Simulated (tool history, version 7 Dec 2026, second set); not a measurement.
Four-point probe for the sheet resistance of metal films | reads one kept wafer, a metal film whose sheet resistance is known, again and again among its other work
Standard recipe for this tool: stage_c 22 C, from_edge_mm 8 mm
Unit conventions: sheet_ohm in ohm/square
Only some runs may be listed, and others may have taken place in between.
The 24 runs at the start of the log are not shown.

| run | hour | stage_c | from_edge_mm | sheet_ohm |
|---|---|---|---|---|
| 25 | 564.0 | 20 | 14 | 0.031630 |
| 26 | 587.2 | 20 | 14 | 0.031644 |
| 27 | 601.7 | 29 | 45 | 0.031355 |
| 28 | 627.2 | 20 | 18 | 0.031607 |
| 29 | 646.0 | 30 | 22 | 0.031370 |
| 30 | 663.4 | 22 | 35 | 0.031518 |
| 31 | 692.4 | 19 | 4 | 0.032605 |
| 32 | 716.4 | 19 | 4 | 0.032612 |
| 33 | 741.7 | 30 | 32 | 0.031353 |
| 34 | 768.3 | 22 | 32 | 0.031530 |
| 35 | 785.8 | 22 | 32 | 0.031533 |

Expected results for the next run?
| 36 | 813.8 | 29 | 22 | ? |

sheet_ohm: 0.031408 ohm/square
Had the tool carried no hidden state, the very same run would have given sheet_ohm 0.031212 ohm/square.
